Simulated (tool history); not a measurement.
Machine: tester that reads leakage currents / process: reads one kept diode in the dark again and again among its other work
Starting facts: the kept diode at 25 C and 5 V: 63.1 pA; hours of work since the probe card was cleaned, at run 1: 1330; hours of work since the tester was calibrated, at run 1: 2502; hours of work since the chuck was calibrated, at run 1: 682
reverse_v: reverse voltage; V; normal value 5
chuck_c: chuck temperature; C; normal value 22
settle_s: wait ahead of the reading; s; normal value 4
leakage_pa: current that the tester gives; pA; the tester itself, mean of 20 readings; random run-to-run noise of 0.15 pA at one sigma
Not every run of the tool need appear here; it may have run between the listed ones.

run	day	reverse_v	chuck_c	settle_s	hours of work since the probe card was cleaned	hours of work since the tester was calibrated	hours of work since the chuck was calibrated	leakage_pa
1	0	5	22	4	1330	2502	682	49.38
2	3.096	5	22	4	1385	2557	737	49.09
3	5.638	5	22	4	1430	2602	782	49.03
4	8.033	5	22	0.88	1473	2645	825	49.98
5	11.333	5	22	0.88	1532	2704	884	49.72
6	14.421	5	22	0.88	1587	2759	939	49.75
7	17.088	5	22	0.88	1634	2806	986	49.61
8	21.1	5	22	1.28	1706	2878	1058	49.31
9	24.075	5	22	1.28	1759	2931	1111	49.29
10	27.712	5	22	1.28	1824	2995	1175	49.37
11	30.879	5	22	1.28	1880	3052	1232	49.47
12	34.1	5	50	1.86	1937	3109	1289	501.34
13	36.333	5	27	0.63	1977	3149	1329	76.27
14	39.262	8.03	29	2	2029	3201	1381	119.04
15	42.938	1.86	54	0.97	2095	3267	1447	381.08
16	45.846	2.14	50	4	2147	3318	1499	302.15
# day 48.854: probe card cleaned and baked
17	49.008	2.14	50	4	3	3373	1553	297.93
18	53.492	1.78	22	4	83	3452	1632	24.23
19	56.683	1.78	22	4	139	3509	1689	24.16
20	61.179	1.78	36	7.13	220	3589	1769	84.38
21	63.971	1.78	36	7.13	269	3639	1819	83.74

Alternative continuations, all from the tool just after run 21; predict every row:
A	67.2	10.94	36	0.97	327	3697	1877	?
B	67.2	1.23	20	0.42	327	3697	1877	?
C	67.2	11.63	20	4	327	3697	1877	?
D	67.2	2.18	54	0.46	327	3697	1877	?

run	leakage_pa
A	244.94
B	16.36
C	60.85
D	406.19
Take away the tool's hidden state, keep each run's random variation, and the runs would have read:
run	leakage_pa
A	265.36
B	17.82
C	65.36
D	437.84
